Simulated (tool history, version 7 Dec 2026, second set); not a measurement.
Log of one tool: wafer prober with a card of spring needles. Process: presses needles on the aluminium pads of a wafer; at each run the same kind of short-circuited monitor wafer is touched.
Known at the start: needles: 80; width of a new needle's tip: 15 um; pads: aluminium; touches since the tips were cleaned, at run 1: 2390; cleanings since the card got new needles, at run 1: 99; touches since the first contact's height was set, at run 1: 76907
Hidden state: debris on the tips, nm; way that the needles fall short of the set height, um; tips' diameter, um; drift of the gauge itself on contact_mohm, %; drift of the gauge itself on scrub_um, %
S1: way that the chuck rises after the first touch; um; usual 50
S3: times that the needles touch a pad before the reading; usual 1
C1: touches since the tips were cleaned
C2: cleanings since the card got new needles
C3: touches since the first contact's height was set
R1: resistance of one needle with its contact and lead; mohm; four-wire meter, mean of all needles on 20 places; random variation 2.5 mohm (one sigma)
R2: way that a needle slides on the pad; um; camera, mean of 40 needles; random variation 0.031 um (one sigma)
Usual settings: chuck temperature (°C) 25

Run 1, day 0.000: usual settings; C1 2390; C2 99; C3 76907. Result: R1 353 mohm, R2 6.71 um.
At day 0.054: tips cleaned on abrasive film.
At day 0.292: tips cleaned on abrasive film.
At day 0.525: tips cleaned on abrasive film.
Run 2, day 0.592: usual settings; C1 796; C2 102; C3 84113. Result: R1 322 mohm, R2 6.65 um.
At day 0.767: tips cleaned on abrasive film.
At day 0.988: tips cleaned on abrasive film.
Run 3, day 1.042: usual settings; C1 659; C2 104; C3 89631. Result: R1 314 mohm, R2 6.65 um.
At day 1.212: tips cleaned on abrasive film.
At day 1.433: tips cleaned on abrasive film.
Run 4, day 1.575: usual settings but S1 33 um; C1 1774; C2 106; C3 96194. Result: R1 409 mohm, R2 4.30 um.
At day 1.671: tips cleaned on abrasive film.
At day 1.912: tips cleaned on abrasive film.
Run 5, day 1.929: usual settings but S1 33 um; C1 186; C2 108; C3 100489. Result: R1 335 mohm, R2 4.30 um.
At day 2.150: tips cleaned on abrasive film.
Run 6, day 2.204: usual settings; C1 649; C2 109; C3 103891. Result: R1 318 mohm, R2 6.60 um.
At day 2.367: tips cleaned on abrasive film.
At day 2.579: tips cleaned on abrasive film.
Run 7, day 2.596: usual settings; C1 249; C2 111; C3 108696. Result: R1 309 mohm, R2 6.59 um.
At day 2.812: tips cleaned on abrasive film.
Run 8, day 2.917: usual settings but S1 48 um, chuck temperature (°C) 88; C1 1299; C2 112; C3 112628. Result: R1 365 mohm, R2 6.35 um.
At day 3.050: tips cleaned on abrasive film.
At day 3.292: tips cleaned on abrasive film.
Run 9, day 3.312: usual settings but S1 48 um, chuck temperature (°C) 88; C1 242; C2 114; C3 117449. Result: R1 328 mohm, R2 6.27 um.
At day 3.521: tips cleaned on abrasive film.
Run 10, day 3.588: usual settings but S1 48 um, chuck temperature (°C) 88; C1 875; C2 115; C3 120861. Result: R1 354 mohm, R2 6.27 um.
At day 3.729: tips cleaned on abrasive film.
At day 3.971: tips cleaned on abrasive film.
Run 11, day 4.079: usual settings but S1 49 um, chuck temperature (°C) 37, S3 2; C1 1349; C2 117; C3 126889. Result: R1 325 mohm, R2 6.40 um.
At day 4.221: tips cleaned on abrasive film.
At day 4.467: tips cleaned on abrasive film.
Run 12, day 4.658: usual settings but S1 49 um, chuck temperature (°C) 37, S3 2; C1 2426; C2 119; C3 134023. Result: R1 335 mohm, R2 6.42 um.
At day 4.696: tips cleaned on abrasive film.
At day 4.917: tips cleaned on abrasive film.
Run 13, day 5.062: usual settings but S1 59 um, chuck temperature (°C) 86, S3 2; C1 1819; C2 121; C3 138935. Result: R1 327 mohm, R2 7.74 um.
At day 5.133: tips cleaned on abrasive film.
At day 5.350: tips cleaned on abrasive film.
Run 14, day 5.433: usual settings but S1 34 um; C1 1053; C2 123; C3 143482. Result: R1 392 mohm, R2 4.24 um.

Hidden state or all else? Some run-to-run changes of R1, split into what the settings, what came in and random variation would give without the hidden state, and what is left for the hidden state (with any gauge scatter that isn't in both results):
Run 3 -> 4: S1 50 -> 33, tips cleaned on abrasive film, tips cleaned on abrasive film. R1 +95 mohm: hidden state +83, all else +12.
